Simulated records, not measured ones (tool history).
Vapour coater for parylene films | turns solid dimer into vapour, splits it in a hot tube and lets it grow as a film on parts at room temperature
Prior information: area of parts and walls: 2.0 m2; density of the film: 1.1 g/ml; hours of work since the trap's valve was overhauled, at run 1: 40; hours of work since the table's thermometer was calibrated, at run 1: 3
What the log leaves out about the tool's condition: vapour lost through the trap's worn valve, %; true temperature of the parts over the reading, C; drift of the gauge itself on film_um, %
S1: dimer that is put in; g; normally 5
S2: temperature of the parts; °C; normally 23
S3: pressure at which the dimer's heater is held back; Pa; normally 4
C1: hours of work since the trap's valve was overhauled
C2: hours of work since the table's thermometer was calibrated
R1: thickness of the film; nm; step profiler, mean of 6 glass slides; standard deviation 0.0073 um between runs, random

run   hour  S1  S2     S3   C1   C2    R1
  1      0   5  23      4   40    3  1705
  2   34.9   5  23      4   59   22  1718
  3   65.4   5  23      4   75   38  1695
  4  103.3   5  23      4   95   58  1695
  5  135.6   5  23      4  113   76  1708
  6    157   5  23      4  124   87  1693
  7  187.5   5  23      4  140  103  1705
  8  224.5   5  23  10.21  160  123  1575
  9  258.6   5  23      4  178  141  1696
 10  297.7   4  23      4  199  162  1365
       335  -- trap's valve overhauled
 11  336.4   5  23      4    1  181  1707
 12  367.5   5  23      4   17  197  1705
 13  397.6   5  23      4   33  213  1710
 14  440.6   5  27      4   56  236  1411
 15  467.4   5  23      4   71  251  1699
 16  508.2   5  23      4   92  272  1712
 17  543.6   5  23      4  111  291  1709
 18    593   5  23   4.31  138  318  1687
 19  622.7   7  33   8.07  154  333  1416
 20  667.6   7  33   8.07  178  357  1412
 21  688.6   9  17   7.15  189  369  3880
 22  728.7   9  17   7.15  210  390  3872
     745.4  -- trap's valve overhauled
 23  768.4   5  24   3.69   12  409  1629
 24  793.1   5  24   3.69   25  422  1631
 25  818.8   5  16   3.56   39  436  2224
 26  870.3   5  20      4   67  463  1949
 27  917.6   2  23   2.99   92  489   694
 28  958.2   2  23   2.99  114  510   704
 29    982   2  25   2.99  126  523   635

Each row is a separate what-if for the run after 29, all from the same tool condition, not one after another. Results?
  A  1026.4   4  25  4.05  150  547   ?
  B  1026.4   3  23  2.99  150  547   ?
  C  1026.4   5  23  4.34  150  547   ?
  D  1026.4   5  25     4  150  547   ?

run    R1
  A  1237
  B  1046
  C  1701
  D  1548
Without the tool's hidden state the same runs would have given:
run    R1
  A  1238
  B  1047
  C  1702
  D  1549
